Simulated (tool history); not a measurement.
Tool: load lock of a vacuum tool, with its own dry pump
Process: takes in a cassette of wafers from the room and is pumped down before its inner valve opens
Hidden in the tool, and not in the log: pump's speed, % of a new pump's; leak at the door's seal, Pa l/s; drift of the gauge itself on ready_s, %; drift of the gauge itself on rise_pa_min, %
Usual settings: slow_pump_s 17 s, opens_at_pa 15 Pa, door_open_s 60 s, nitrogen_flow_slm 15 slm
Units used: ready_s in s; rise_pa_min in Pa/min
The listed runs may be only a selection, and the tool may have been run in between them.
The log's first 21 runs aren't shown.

| run | hour | slow_pump_s | opens_at_pa | door_open_s | nitrogen_flow_slm | hours that the pump has run since its overhaul | times that the door has closed on its seal | incoming humidity of the room's air, % | ready_s | rise_pa_min |
|---|---|---|---|---|---|---|---|---|---|---|
| 22 | 4506.1 | 12 | 25 | 38 | 44 | 4770 | 31828 | 41.9 | 20.21 | 0.093 |
| 23 | 4656.6 | 12 | 25 | 40 | 13 | 4921 | 32207 | 47.4 | 20.25 | 0.136 |
| 24 | 4799.4 | 12 | 25 | 71 | 4 | 5063 | 32567 | 46.8 | 20.03 | 0.171 |
| 25 | 5050.6 | 14 | 24 | 40 | 11 | 5315 | 33200 | 43.8 | 21.95 | 0.135 |
| 26 | 5203.9 | 9 | 23 | 112 | 8 | 5468 | 33587 | 45.6 | 17.59 | 0.18 |
| 27 | 5461.5 | 9 | 23 | 112 | 8 | 5725 | 34236 | 49.9 | 17.56 | 0.196 |
| 28 | 5681.4 | 17 | 12 | 60 | 40 | 5945 | 34790 | 47.8 | 25.47 | 0.125 |
| 29 | 5977.5 | 10 | 25 | 110 | 18 | 6241 | 35537 | 45.8 | 18.4 | 0.172 |
| 30 | 6134.6 | 20 | 15 | 60 | 13 | 6399 | 35933 | 43.1 | 27.7 | 0.154 |
| 31 | 6368.3 | 28 | 19 | 60 | 34 | 6632 | 36522 | 48.1 | 34.5 | 0.138 |
| 32 | 6663.1 | 29 | 14 | 50 | 16 | 6927 | 37265 | 46.2 | 35.54 | 0.157 |
| 33 | 6954.5 | 29 | 14 | 50 | 16 | 7218 | 37999 | 46.8 | 35.71 | 0.153 |
| 34 | 7107.3 | 10 | 18 | 131 | 15 | 7371 | 38384 | 45.1 | 18.74 | 0.186 |

Consider 3 possible next runs. They are alternatives, not a sequence: every one starts from the tool as it was left by run 34. What does each give?
| A | 7329.3 | 17 | 15 | 115 | 20 | 7593 | 38944 | 47.8 | ? | ? |
| B | 7329.3 | 10 | 16 | 91 | 10 | 7593 | 38944 | 44.8 | ? | ? |
| C | 7329.3 | 17 | 15 | 229 | 6 | 7593 | 38944 | 44.8 | ? | ? |

| run | ready_s | rise_pa_min |
|---|---|---|
| A | 25.19 | 0.177 |
| B | 19.08 | 0.178 |
| C | 25.13 | 0.251 |
With no hidden state in the tool, these same runs would have given:
| run | ready_s | rise_pa_min |
|---|---|---|
| A | 24.79 | 0.102 |
| B | 18.65 | 0.102 |
| C | 24.74 | 0.173 |
